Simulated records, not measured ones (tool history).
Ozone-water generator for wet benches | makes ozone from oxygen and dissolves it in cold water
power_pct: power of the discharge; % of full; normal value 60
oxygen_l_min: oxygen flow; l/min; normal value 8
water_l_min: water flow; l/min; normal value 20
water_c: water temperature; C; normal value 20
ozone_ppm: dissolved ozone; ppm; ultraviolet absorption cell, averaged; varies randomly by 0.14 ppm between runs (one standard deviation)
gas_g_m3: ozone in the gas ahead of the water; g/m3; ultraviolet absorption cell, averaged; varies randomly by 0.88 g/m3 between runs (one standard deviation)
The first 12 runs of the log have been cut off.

run	day	power_pct	oxygen_l_min	water_l_min	water_c	hours of work since the electrodes were changed	hours of work since the contactor was cleaned	hours of work since the thermometer was calibrated	ozone_ppm	gas_g_m3
13	21.738	60	8	20	17	1044	3148	3251	17.5	146.2
14	22.821	60	8	20	20	1060	3164	3267	16.3	145.4
15	25.071	60	8	20	20	1093	3197	3300	16.3	146.9
16	27.2	60	8	20	20	1124	3228	3331	16.3	145.4
17	28.95	60	8	20	20	1150	3253	3356	16.2	143.9
18	31.342	60	8	20	20	1184	3288	3391	16.2	145.9
19	33.471	60	8	20	20	1215	3319	3422	16.3	144.6
20	35.429	64	8	20	20	1244	3347	3451	17	151.9
21	37.554	73	8	26	20	1275	3378	3482	15.2	163.9
22	39.438	50	5.34	29	14	1302	3406	3509	12	164.8
23	42.012	50	5.34	29	14	1340	3443	3547	12.1	165.2
24	44.512	50	5.34	29	14	1376	3480	3583	12	164
25	45.758	48	8	19	24	1394	3498	3601	13.5	125.8
26	48.342	48	8	19	24	1432	3536	3639	13.8	126.1
27	50.283	48	8	19	24	1460	3564	3667	13.6	126.3
28	51.612	48	8	19	24	1480	3583	3686	13.7	126.9
29	53.454	48	8	20	24	1507	3610	3713	13.3	125.4
30	54.667	89	8	19	24	1524	3628	3731	19.6	185.9
31	56.396	60	8	18	20	1549	3653	3756	17.4	142.5
32	58.567	60	8	18	20	1581	3685	3788	17.2	144.5
# day 59.225: water thermometer calibrated
33	59.846	60	8	18	20	1599	3703	9	17.6	145.1

Alternative continuations, all from the tool just after run 33; predict every row:
A	62.112	85	8	18	20	1632	3736	42	?	?
B	62.112	54	8	20	13	1632	3736	42	?	?
C	62.112	60	8	19	20	1632	3736	42	?	?

run	ozone_ppm	gas_g_m3
A	21.4	180.1
B	17.4	135.6
C	17.1	145.2
Stripped of hidden state, with their random variation kept, the same runs would have yielded:
run	ozone_ppm	gas_g_m3
A	21.5	180.4
B	17.4	135.8
C	17.2	145.4

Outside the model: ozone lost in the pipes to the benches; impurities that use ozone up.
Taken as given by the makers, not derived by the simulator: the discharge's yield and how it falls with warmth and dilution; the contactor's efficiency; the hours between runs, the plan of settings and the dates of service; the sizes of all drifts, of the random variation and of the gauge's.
